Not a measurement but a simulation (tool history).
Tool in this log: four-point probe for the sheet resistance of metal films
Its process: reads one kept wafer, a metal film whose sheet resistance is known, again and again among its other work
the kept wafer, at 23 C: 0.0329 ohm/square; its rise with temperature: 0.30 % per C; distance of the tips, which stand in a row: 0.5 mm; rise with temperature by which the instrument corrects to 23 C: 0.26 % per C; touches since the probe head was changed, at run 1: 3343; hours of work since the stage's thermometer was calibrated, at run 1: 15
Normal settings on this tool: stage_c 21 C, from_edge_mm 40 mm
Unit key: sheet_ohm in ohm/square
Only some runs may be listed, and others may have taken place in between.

| run | hour | stage_c | from_edge_mm | touches since the probe head was changed | hours of work since the stage's thermometer was calibrated | sheet_ohm |
|---|---|---|---|---|---|---|
| 1 | 0 | 21 | 40 | 3343 | 15 | 0.032821 |
| 2 | 14.6 | 21 | 40 | 3905 | 23 | 0.032804 |
| 3 | 30.9 | 21 | 40 | 4533 | 32 | 0.032819 |
| 4 | 41.4 | 23 | 40 | 4937 | 38 | 0.032839 |
| 5 | 51.5 | 27 | 40 | 5322 | 43 | 0.032909 |
| 6 | 68 | 21 | 40 | 5959 | 52 | 0.032801 |
|  | 70.4 | stage's thermometer calibrated |
| 7 | 82.1 | 21 | 40 | 6483 | 6 | 0.032813 |
| 8 | 96 | 21 | 40 | 7018 | 14 | 0.032806 |
| 9 | 107.8 | 21 | 40 | 7471 | 20 | 0.032808 |
| 10 | 118.1 | 22 | 4 | 7865 | 26 | 0.033081 |
| 11 | 130.7 | 21 | 8 | 8353 | 33 | 0.032858 |
| 12 | 151.6 | 29 | 40 | 9154 | 44 | 0.032933 |
| 13 | 162.7 | 30 | 44 | 9583 | 51 | 0.032933 |

Each row is a separate what-if for the run after 13, all from the same tool condition, not one after another. Results?
|  | 176.7 | stage's thermometer calibrated, once more |
| A | 178.5 | 23 | 40 | 10169 | 1 | ? |
|  | 176.7 | stage's thermometer calibrated, once more |
| B | 178.5 | 21 | 44 | 10169 | 1 | ? |
|  | 176.7 | stage's thermometer calibrated, once more |
| C | 178.5 | 21 | 24 | 10169 | 1 | ? |
|  | 176.7 | stage's thermometer calibrated, once more |
| D | 178.5 | 26 | 20 | 10169 | 1 | ? |

| run | sheet_ohm |
|---|---|
| A | 0.032809 |
| B | 0.032785 |
| C | 0.032788 |
| D | 0.032876 |
Without the tool's hidden state the same runs would have given:
| run | sheet_ohm |
|---|---|
| A | 0.032892 |
| B | 0.032869 |
| C | 0.032872 |
| D | 0.03296 |

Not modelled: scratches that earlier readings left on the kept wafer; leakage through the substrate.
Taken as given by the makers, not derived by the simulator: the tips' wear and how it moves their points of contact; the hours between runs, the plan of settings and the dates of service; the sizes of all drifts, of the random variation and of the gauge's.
